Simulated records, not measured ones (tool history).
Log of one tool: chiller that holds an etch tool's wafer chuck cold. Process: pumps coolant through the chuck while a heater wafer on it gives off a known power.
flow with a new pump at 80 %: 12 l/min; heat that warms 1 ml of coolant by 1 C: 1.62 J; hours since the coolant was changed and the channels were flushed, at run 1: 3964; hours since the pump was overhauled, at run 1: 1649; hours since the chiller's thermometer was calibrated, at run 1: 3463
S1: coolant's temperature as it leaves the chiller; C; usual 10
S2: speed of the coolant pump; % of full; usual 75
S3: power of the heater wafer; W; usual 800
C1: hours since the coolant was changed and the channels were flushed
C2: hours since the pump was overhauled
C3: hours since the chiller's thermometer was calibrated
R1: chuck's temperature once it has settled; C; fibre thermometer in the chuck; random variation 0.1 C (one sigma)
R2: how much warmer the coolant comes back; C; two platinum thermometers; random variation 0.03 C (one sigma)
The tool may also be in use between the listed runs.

run	hour	S1	S2	S3	C1	C2	C3	R1	R2
1	0.0	10	75	800	3964	1649	3463	17.8	2.73
2	24.7	10	75	800	3988	1673	3488	17.7	2.73
3	48.1	10	75	800	4012	1697	3511	17.6	2.73
# hour 92.9: chiller's thermometer calibrated
4	93.8	10	75	800	4056	1741	1	17.4	2.68
5	134.7	10	75	800	4097	1782	42	17.6	2.67
6	175.5	16	75	731	4138	1823	83	23.0	2.52
7	198.3	13	71	1123	4161	1846	105	23.8	4.10
8	244.8	13	71	1123	4207	1892	152	23.9	4.06
9	272.3	13	71	1123	4235	1920	179	24.1	4.07

Forecast run 10:
10	303.6	13	71	1123	4266	1951	211	?	?

{"run 10": {"R1": 24.1, "R2": 4.1}}
Without the tool's hidden state the same run would have given R1 23.1 C, R2 3.94 C.

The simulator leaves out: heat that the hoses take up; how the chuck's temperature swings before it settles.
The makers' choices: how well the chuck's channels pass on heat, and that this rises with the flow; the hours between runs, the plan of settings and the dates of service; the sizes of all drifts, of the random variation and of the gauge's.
